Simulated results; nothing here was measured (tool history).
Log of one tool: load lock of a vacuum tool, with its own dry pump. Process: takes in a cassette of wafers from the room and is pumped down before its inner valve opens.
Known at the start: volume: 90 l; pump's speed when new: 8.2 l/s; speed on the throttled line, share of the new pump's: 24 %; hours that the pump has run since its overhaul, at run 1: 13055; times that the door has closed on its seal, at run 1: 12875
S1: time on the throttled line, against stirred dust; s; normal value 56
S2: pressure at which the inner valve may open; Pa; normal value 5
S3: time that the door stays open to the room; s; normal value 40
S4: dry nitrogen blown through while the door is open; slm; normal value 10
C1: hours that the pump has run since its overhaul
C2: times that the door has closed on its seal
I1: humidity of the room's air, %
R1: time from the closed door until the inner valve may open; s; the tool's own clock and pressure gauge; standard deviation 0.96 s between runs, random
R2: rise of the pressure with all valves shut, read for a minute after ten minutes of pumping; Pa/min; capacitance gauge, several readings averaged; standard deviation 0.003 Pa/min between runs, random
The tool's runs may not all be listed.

| run | hour | S1 | S2 | S3 | S4 | C1 | C2 | I1 | R1 | R2 |
|---|---|---|---|---|---|---|---|---|---|---|
| 1 | 0.0 | 56 | 5 | 40 | 10 | 13055 | 12875 | 48.5 | 162.3 | 0.051 |
| 2 | 95.0 | 56 | 5 | 44 | 10 | 13151 | 13225 | 49.0 | 159.1 | 0.048 |
| 3 | 158.4 | 56 | 5 | 28 | 10 | 13214 | 13459 | 43.9 | 159.8 | 0.042 |
| 4 | 246.9 | 56 | 5 | 28 | 10 | 13302 | 13785 | 45.4 | 160.5 | 0.048 |
| 5 | 373.7 | 56 | 5 | 69 | 10 | 13429 | 14252 | 45.3 | 158.9 | 0.056 |
| 6 | 441.7 | 56 | 5 | 40 | 10 | 13497 | 14503 | 45.1 | 158.2 | 0.049 |
| 7 | 521.9 | 56 | 6 | 40 | 10 | 13577 | 14798 | 45.1 | 158.8 | 0.054 |
| 8 | 610.6 | 56 | 6 | 40 | 10 | 13666 | 15125 | 42.2 | 157.6 | 0.051 |
| 9 | 716.8 | 56 | 6 | 40 | 10 | 13772 | 15516 | 47.6 | 157.1 | 0.057 |
| 10 | 839.1 | 56 | 6 | 40 | 10 | 13895 | 15967 | 45.8 | 157.4 | 0.055 |
| 11 | 977.6 | 56 | 5 | 40 | 10 | 14033 | 16477 | 43.1 | 158.9 | 0.051 |
| 12 | 1097.4 | 56 | 5 | 40 | 10 | 14153 | 16918 | 45.7 | 160.5 | 0.059 |
| 13 | 1233.8 | 56 | 5 | 40 | 10 | 14289 | 17421 | 44.4 | 159.6 | 0.057 |
| 14 | 1358.3 | 56 | 5 | 65 | 10 | 14414 | 17879 | 47.0 | 161.8 | 0.062 |
| 15 | 1458.7 | 56 | 9 | 40 | 8 | 14514 | 18249 | 44.3 | 152.1 | 0.057 |
| 16 | 1521.2 | 99 | 7 | 40 | 8 | 14577 | 18480 | 45.4 | 188.7 | 0.059 |
| 17 | 1668.8 | 67 | 5 | 40 | 10 | 14724 | 19023 | 43.8 | 168.5 | 0.057 |
| 18 | 1794.1 | 46 | 5 | 30 | 10 | 14850 | 19485 | 44.9 | 152.9 | 0.061 |
| 19 | 1862.7 | 42 | 6 | 36 | 6 | 14918 | 19738 | 47.0 | 148.0 | 0.063 |
| 20 | 1944.4 | 67 | 8 | 43 | 9 | 15000 | 20039 | 43.2 | 162.8 | 0.055 |
| 21 | 2073.4 | 56 | 5 | 67 | 10 | 15129 | 20514 | 47.9 | 162.8 | 0.070 |
| 22 | 2210.7 | 36 | 8 | 41 | 38 | 15266 | 21020 | 41.7 | 139.9 | 0.049 |
| 23 | 2354.5 | 36 | 8 | 41 | 38 | 15410 | 21550 | 42.2 | 140.2 | 0.049 |
| 24 | 2449.0 | 56 | 5 | 26 | 30 | 15504 | 21898 | 48.6 | 162.0 | 0.053 |
| 25 | 2535.1 | 56 | 5 | 26 | 30 | 15591 | 22215 | 46.2 | 161.1 | 0.052 |

Below are 3 alternative next runs, each starting from the tool's condition after run 25. Predict each:
| A | 2645.3 | 56 | 7 | 122 | 20 | 15701 | 22621 | 44.6 | ? | ? |
| B | 2645.3 | 56 | 5 | 162 | 28 | 15701 | 22621 | 43.1 | ? | ? |
| C | 2645.3 | 96 | 5 | 124 | 13 | 15701 | 22621 | 44.0 | ? | ? |

| run | R1 | R2 |
|---|---|---|
| A | 156.0 | 0.075 |
| B | 160.1 | 0.070 |
| C | 190.1 | 0.071 |
With the hidden condition removed and each run's random variation left untouched, the same runs would have given:
| run | R1 | R2 |
|---|---|---|
| A | 147.0 | 0.046 |
| B | 150.6 | 0.042 |
| C | 181.6 | 0.044 |
